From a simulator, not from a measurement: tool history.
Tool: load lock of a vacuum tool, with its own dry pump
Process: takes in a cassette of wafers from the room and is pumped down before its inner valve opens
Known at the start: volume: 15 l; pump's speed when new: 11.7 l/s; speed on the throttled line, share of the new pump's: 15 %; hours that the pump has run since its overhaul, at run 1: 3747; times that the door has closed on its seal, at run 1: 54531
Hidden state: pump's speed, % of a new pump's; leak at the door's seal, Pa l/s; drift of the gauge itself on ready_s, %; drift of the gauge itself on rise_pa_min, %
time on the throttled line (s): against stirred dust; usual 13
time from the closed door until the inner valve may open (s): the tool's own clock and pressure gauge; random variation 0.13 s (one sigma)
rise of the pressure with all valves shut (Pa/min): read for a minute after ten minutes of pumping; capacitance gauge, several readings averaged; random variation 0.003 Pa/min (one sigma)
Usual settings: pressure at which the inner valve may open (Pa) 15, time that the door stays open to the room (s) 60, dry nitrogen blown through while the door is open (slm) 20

run	hour	time on the throttled line (s)	pressure at which the inner valve may open (Pa)	time that the door stays open to the room (s)	dry nitrogen blown through while the door is open (slm)	hours that the pump has run since its overhaul	times that the door has closed on its seal	incoming humidity of the room's air, %	time from the closed door until the inner valve may open (s)	rise of the pressure with all valves shut (Pa/min)
1	0.0	13	15	60	20	3747	54531	46.0	22.7	0.415
2	158.3	13	15	60	20	3906	55047	45.7	22.8	0.424
3	237.5	13	15	60	20	3985	55305	46.3	22.8	0.426
4	379.9	22	15	60	20	4127	55769	46.8	30.2	0.429
5	507.8	22	15	60	20	4255	56186	42.3	30.4	0.427
6	640.5	22	15	60	20	4388	56618	47.2	30.4	0.436
7	744.3	13	14	60	20	4492	56957	46.8	23.0	0.435
8	876.6	13	15	47	20	4624	57388	43.1	22.6	0.437
9	991.4	13	15	60	15	4739	57762	45.1	22.9	0.459
10	1133.0	13	15	60	12	4880	58224	48.4	22.8	0.470
11	1214.7	13	15	161	20	4962	58490	44.2	22.7	0.471
12	1318.6	13	15	161	20	5066	58829	43.1	22.6	0.484
13	1399.3	13	15	60	32	5147	59092	45.5	23.0	0.443
14	1476.9	13	15	60	20	5224	59345	39.9	22.9	0.463
15	1608.5	10	19	60	24	5356	59774	45.7	19.9	0.476
16	1691.0	7	21	60	24	5438	60043	41.4	17.3	0.478
17	1818.4	7	21	60	24	5566	60459	46.0	17.2	0.472
18	1944.7	10	13	193	14	5692	60870	43.5	20.6	0.526
19	2023.9	9	13	60	20	5771	61128	47.7	20.0	0.485
20	2191.0	10	24	42	20	5938	61673	46.6	19.9	0.485
21	2309.5	10	24	157	20	6057	62059	44.1	19.6	0.513
22	2411.7	10	24	157	20	6159	62392	45.7	20.0	0.524
23	2512.4	7	19	193	18	6260	62721	44.0	17.7	0.534
24	2697.2	7	19	193	18	6444	63323	45.4	17.7	0.538
25	2830.6	7	15	76	39	6578	63758	46.2	17.7	0.502
26	2927.3	7	15	76	39	6675	64074	45.3	18.0	0.499
27	3075.4	10	25	33	24	6823	64556	46.3	19.8	0.509

3 ways to go on from here, each from the tool as it stands after run 27. What would each give?
A	3184.6	21	25	31	24	6932	64912	47.4	?	?
B	3184.6	25	25	33	23	6932	64912	45.5	?	?
C	3184.6	17	22	60	17	6932	64912	47.0	?	?

run	time from the closed door until the inner valve may open (s)	rise of the pressure with all valves shut (Pa/min)
A	28.9	0.516
B	32.3	0.519
C	25.9	0.545
Without the tool's hidden state the same runs would have given:
run	time from the closed door until the inner valve may open (s)	rise of the pressure with all valves shut (Pa/min)
A	28.4	0.038
B	31.8	0.035
C	25.3	0.060
